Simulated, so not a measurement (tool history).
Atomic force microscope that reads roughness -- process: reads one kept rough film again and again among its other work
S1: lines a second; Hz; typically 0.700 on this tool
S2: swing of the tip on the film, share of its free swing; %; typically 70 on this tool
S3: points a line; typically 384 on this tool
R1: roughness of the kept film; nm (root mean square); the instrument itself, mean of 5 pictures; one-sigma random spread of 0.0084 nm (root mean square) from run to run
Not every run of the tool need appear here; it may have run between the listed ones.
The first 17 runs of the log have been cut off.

| run | hour | S1 | S2 | S3 | R1 |
|---|---|---|---|---|---|
| 18 | 840.7 | 0.700 | 70 | 674 | 1.611 |
| 19 | 882.0 | 0.700 | 70 | 674 | 1.405 |
| 20 | 918.5 | 0.700 | 70 | 674 | 1.280 |
|  | 932.4 | new tip fitted |
| 21 | 955.7 | 0.700 | 70 | 384 | 1.685 |
| 22 | 1008.4 | 0.700 | 70 | 777 | 1.427 |
| 23 | 1058.8 | 0.700 | 70 | 384 | 1.221 |
|  | 1064.7 | new tip fitted |
| 24 | 1123.1 | 1.624 | 60 | 387 | 1.461 |
| 25 | 1178.9 | 1.624 | 60 | 387 | 1.221 |
|  | 1195.2 | new tip fitted |
| 26 | 1211.2 | 1.624 | 60 | 387 | 1.694 |

Predict the results of run 27:
| 27 | 1274.4 | 1.624 | 60 | 861 | ? |

Run 27 gave R1 1.390 nm (root mean square).
Take away the tool's hidden state, keep the run-to-run variation as it was, and the same run would have given R1 1.876 nm (root mean square).

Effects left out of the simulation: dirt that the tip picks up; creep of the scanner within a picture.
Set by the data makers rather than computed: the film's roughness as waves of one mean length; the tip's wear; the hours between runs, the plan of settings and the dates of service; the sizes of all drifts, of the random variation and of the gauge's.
